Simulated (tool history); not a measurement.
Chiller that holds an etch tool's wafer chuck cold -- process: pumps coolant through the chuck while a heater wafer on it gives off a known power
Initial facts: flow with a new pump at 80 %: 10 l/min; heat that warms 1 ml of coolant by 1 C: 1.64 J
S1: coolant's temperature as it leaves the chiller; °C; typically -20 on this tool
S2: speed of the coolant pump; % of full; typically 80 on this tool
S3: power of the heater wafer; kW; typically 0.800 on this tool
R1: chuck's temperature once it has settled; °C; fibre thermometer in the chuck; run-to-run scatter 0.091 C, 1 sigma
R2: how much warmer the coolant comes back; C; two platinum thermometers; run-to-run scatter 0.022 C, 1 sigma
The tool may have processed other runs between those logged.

{"run": 1, "hour": 0.0, "S1": -20, "S2": 80, "S3": 0.8, "R1": -13.64, "R2": 2.95}
{"run": 2, "hour": 118.1, "S1": -20, "S2": 98, "S3": 0.8, "R1": -14.65, "R2": 2.41}
{"run": 3, "hour": 251.2, "S1": -20, "S2": 98, "S3": 0.8, "R1": -14.63, "R2": 2.43}
{"run": 4, "hour": 342.2, "S1": -20, "S2": 98, "S3": 0.8, "R1": -14.58, "R2": 2.41}
{"run": 5, "hour": 488.4, "S1": -20, "S2": 98, "S3": 0.8, "R1": -14.47, "R2": 2.42}
{"run": 6, "hour": 602.7, "S1": -20, "S2": 98, "S3": 0.8, "R1": -14.5, "R2": 2.39}
{"run": 7, "hour": 705.8, "S1": -15, "S2": 80, "S3": 0.8, "R1": -8.62, "R2": 2.91}
{"run": 8, "hour": 781.0, "S1": -20, "S2": 80, "S3": 0.8, "R1": -13.48, "R2": 2.94}
{"run": 9, "hour": 891.6, "S1": -20, "S2": 80, "S3": 0.8, "R1": -13.34, "R2": 2.97}
{"run": 10, "hour": 1041.2, "S1": -20, "S2": 80, "S3": 0.921, "R1": -12.6, "R2": 3.39}
{"run": 11, "hour": 1145.5, "S1": -20, "S2": 80, "S3": 0.519, "R1": -15.55, "R2": 1.93}
{"run": 12, "hour": 1259.5, "S1": -20, "S2": 80, "S3": 0.8, "R1": -13.43, "R2": 2.92}
{"run": 13, "hour": 1381.2, "S1": -20, "S2": 80, "S3": 0.8, "R1": -13.39, "R2": 2.93}
{"run": 14, "hour": 1473.0, "S1": -20, "S2": 80, "S3": 0.8, "R1": -13.32, "R2": 2.91}
{"hour": 1484.6, "done": "chiller's thermometer calibrated"}
{"run": 15, "hour": 1599.6, "S1": -20, "S2": 80, "S3": 0.8, "R1": -13.54, "R2": 2.96}
{"run": 16, "hour": 1686.1, "S1": -20, "S2": 80, "S3": 0.8, "R1": -13.33, "R2": 2.93}
{"run": 17, "hour": 1792.3, "S1": -20, "S2": 80, "S3": 0.8, "R1": -13.37, "R2": 2.93}
{"run": 18, "hour": 1867.2, "S1": -20, "S2": 80, "S3": 0.8, "R1": -13.29, "R2": 2.92}
{"hour": 1881.9, "done": "coolant changed, channels flushed"}
{"run": 19, "hour": 1984.1, "S1": -20, "S2": 80, "S3": 0.8, "R1": -13.34, "R2": 2.94}
{"run": 20, "hour": 2134.1, "S1": -20, "S2": 80, "S3": 0.8, "R1": -13.15, "R2": 2.94}
{"run": 21, "hour": 2258.9, "S1": -20, "S2": 80, "S3": 0.8, "R1": -13.18, "R2": 2.92}
{"run": 22, "hour": 2364.2, "S1": -13, "S2": 80, "S3": 0.8, "R1": -6.27, "R2": 2.9}
{"run": 23, "hour": 2493.9, "S1": -13, "S2": 80, "S3": 0.8, "R1": -6.22, "R2": 2.88}
{"run": 24, "hour": 2604.4, "S1": -13, "S2": 80, "S3": 0.8, "R1": -6.27, "R2": 2.94}
{"run": 25, "hour": 2709.9, "S1": -12, "S2": 75, "S3": 1.081, "R1": -2.42, "R2": 4.21}
{"run": 26, "hour": 2855.2, "S1": -30, "S2": 99, "S3": 0.457, "R1": -26.65, "R2": 1.38}
{"run": 27, "hour": 2990.3, "S1": -26, "S2": 74, "S3": 0.474, "R1": -21.45, "R2": 1.9}
{"run": 28, "hour": 3124.3, "S1": -15, "S2": 85, "S3": 0.523, "R1": -10.58, "R2": 1.81}
{"hour": 3211.1, "done": "gauge calibrated"}
{"run": 29, "hour": 3252.7, "S1": -15, "S2": 85, "S3": 0.523, "R1": -11.11, "R2": 1.81}
{"run": 30, "hour": 3326.9, "S1": -20, "S2": 80, "S3": 0.424, "R1": -16.62, "R2": 1.56}
{"run": 31, "hour": 3444.4, "S1": -27, "S2": 80, "S3": 0.8, "R1": -20.66, "R2": 2.93}
{"run": 32, "hour": 3545.5, "S1": -27, "S2": 80, "S3": 1.164, "R1": -17.59, "R2": 4.28}

Branching from run 32: 3 alternative next runs. What would each branch give?
{"run": "A", "hour": 3651.3, "S1": -27, "S2": 80, "S3": 0.557, "R1": "?", "R2": "?"}
{"run": "B", "hour": 3651.3, "S1": -25, "S2": 90, "S3": 0.436, "R1": "?", "R2": "?"}
{"run": "C", "hour": 3651.3, "S1": -20, "S2": 80, "S3": 0.854, "R1": "?", "R2": "?"}

run=A R1=-22.54 R2=2.06
run=B R1=-21.97 R2=1.41
run=C R1=-13.21 R2=3.15
Had the tool no hidden state, the same runs would have come out as:
run=A R1=-22.61 R2=2.06
run=B R1=-22.03 R2=1.41
run=C R1=-13.28 R2=3.15
